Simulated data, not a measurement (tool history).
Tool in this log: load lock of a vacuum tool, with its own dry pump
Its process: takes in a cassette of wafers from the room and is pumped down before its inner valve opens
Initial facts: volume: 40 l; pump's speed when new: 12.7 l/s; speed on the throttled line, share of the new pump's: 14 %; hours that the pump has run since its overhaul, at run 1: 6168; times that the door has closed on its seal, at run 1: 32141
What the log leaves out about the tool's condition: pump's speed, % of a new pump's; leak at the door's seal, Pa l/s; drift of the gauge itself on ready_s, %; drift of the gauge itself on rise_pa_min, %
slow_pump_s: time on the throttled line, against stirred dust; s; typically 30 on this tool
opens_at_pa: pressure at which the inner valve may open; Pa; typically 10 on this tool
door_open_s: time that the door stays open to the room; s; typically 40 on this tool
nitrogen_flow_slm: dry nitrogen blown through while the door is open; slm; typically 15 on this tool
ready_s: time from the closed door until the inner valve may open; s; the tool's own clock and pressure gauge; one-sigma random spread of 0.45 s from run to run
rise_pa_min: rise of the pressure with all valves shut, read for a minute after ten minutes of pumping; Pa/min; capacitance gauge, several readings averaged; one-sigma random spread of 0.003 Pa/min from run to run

| run | hour | slow_pump_s | opens_at_pa | door_open_s | nitrogen_flow_slm | hours that the pump has run since its overhaul | times that the door has closed on its seal | incoming humidity of the room's air, % | ready_s | rise_pa_min |
|---|---|---|---|---|---|---|---|---|---|---|
| 1 | 0 | 30 | 10 | 40 | 15 | 6168 | 32141 | 45.7 | 55.9 | 0.251 |
| 2 | 204.6 | 30 | 10 | 40 | 15 | 6373 | 32910 | 45.8 | 56.8 | 0.267 |
| 3 | 359 | 30 | 10 | 40 | 15 | 6527 | 33491 | 45.5 | 56.8 | 0.257 |
| 4 | 620.9 | 30 | 10 | 40 | 15 | 6789 | 34476 | 43.5 | 56.2 | 0.277 |
| 5 | 794.3 | 30 | 10 | 40 | 15 | 6963 | 35128 | 48.7 | 56.8 | 0.287 |
| 6 | 1012.2 | 30 | 10 | 40 | 15 | 7180 | 35947 | 44.8 | 57.1 | 0.297 |
| 7 | 1190.4 | 30 | 8 | 40 | 15 | 7359 | 36617 | 43.5 | 57.5 | 0.297 |
| 8 | 1364.4 | 30 | 17 | 40 | 15 | 7533 | 37272 | 43.7 | 54.5 | 0.304 |
| 9 | 1567.4 | 30 | 17 | 40 | 15 | 7736 | 38035 | 42.9 | 55.5 | 0.317 |
| 10 | 1737.7 | 19 | 10 | 40 | 15 | 7906 | 38675 | 48.5 | 48.1 | 0.328 |
| 11 | 2012.2 | 30 | 15 | 35 | 7 | 8180 | 39707 | 47 | 54.8 | 0.344 |
| 12 | 2313.7 | 19 | 11 | 40 | 12 | 8482 | 40841 | 42.8 | 47 | 0.353 |
| 13 | 2656.6 | 19 | 11 | 40 | 12 | 8825 | 42130 | 44.7 | 47.2 | 0.375 |
| 14 | 2934.2 | 56 | 19 | 105 | 6 | 9102 | 43174 | 45.8 | 76.8 | 0.426 |
| 15 | 3176.1 | 30 | 14 | 33 | 15 | 9344 | 44084 | 42.9 | 55.8 | 0.392 |
| 16 | 3516.4 | 54 | 9 | 65 | 32 | 9685 | 45363 | 45.3 | 78.3 | 0.408 |
| 17 | 3801.1 | 32 | 9 | 65 | 32 | 9969 | 46434 | 44.8 | 59.5 | 0.413 |
| 18 | 3963.1 | 32 | 9 | 163 | 32 | 10131 | 47043 | 44 | 59.5 | 0.437 |
| 19 | 4290.1 | 16 | 9 | 80 | 35 | 10458 | 48273 | 44.6 | 46 | 0.442 |

The logged runs with the hidden state left out (each run's random variation unchanged):
| run | ready_s | rise_pa_min |
|---|---|---|
| 1 | 54.4 | 0.028 |
| 2 | 55.2 | 0.03 |
| 3 | 55.2 | 0.024 |
| 4 | 54.5 | 0.027 |
| 5 | 55 | 0.034 |
| 6 | 55.4 | 0.029 |
| 7 | 55.6 | 0.025 |
| 8 | 52.9 | 0.025 |
| 9 | 53.8 | 0.026 |
| 10 | 46 | 0.033 |
| 11 | 52.9 | 0.035 |
| 12 | 44.9 | 0.031 |
| 13 | 44.9 | 0.033 |
| 14 | 75 | 0.073 |
| 15 | 53.6 | 0.028 |
| 16 | 76 | 0.025 |
| 17 | 56.9 | 0.022 |
| 18 | 56.9 | 0.039 |
| 19 | 43.1 | 0.028 |
